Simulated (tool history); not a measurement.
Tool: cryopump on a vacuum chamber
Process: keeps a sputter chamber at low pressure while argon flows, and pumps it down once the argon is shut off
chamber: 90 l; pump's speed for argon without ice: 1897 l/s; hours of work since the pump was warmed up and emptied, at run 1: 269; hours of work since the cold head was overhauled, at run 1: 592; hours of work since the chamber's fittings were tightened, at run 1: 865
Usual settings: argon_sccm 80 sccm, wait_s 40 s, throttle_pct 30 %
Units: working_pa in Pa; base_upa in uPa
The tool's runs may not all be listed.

run   hour  argon_sccm  wait_s  throttle_pct  hours of work since the pump was warmed up and emptied  hours of work since the cold head was overhauled  hours of work since the chamber's fittings were tightened  working_pa  base_upa
  1      0          80      40            30                                                     269                                               592                                                        865      0.2609      2.47
  2   44.7          80      40            30                                                     300                                               622                                                        895       0.264      2.58
      66.8  -- pump warmed up, emptied and cooled again
  3   81.8          71      40            30                                                      10                                               644                                                        917      0.2138      2.31
  4  138.9          71      40            30                                                      49                                               682                                                        955      0.2136      2.33
  5  174.7          71      40            30                                                      73                                               706                                                        980      0.2169      2.37
  6    229         127     219            17                                                     109                                               743                                                       1016      0.6805      1.27
  7  255.8         127     158            17                                                     127                                               761                                                       1034      0.6788      1.38

Run 8 comes next. What will it give?
  8  298.5          41     225            30                                                     156                                               790                                                       1063           ?         ?

{"run 8": {"working_pa": 0.128, "base_upa": 1.31}}
Without the tool's hidden state the same run would have given working_pa 0.1213 Pa, base_upa 0.43 uPa.

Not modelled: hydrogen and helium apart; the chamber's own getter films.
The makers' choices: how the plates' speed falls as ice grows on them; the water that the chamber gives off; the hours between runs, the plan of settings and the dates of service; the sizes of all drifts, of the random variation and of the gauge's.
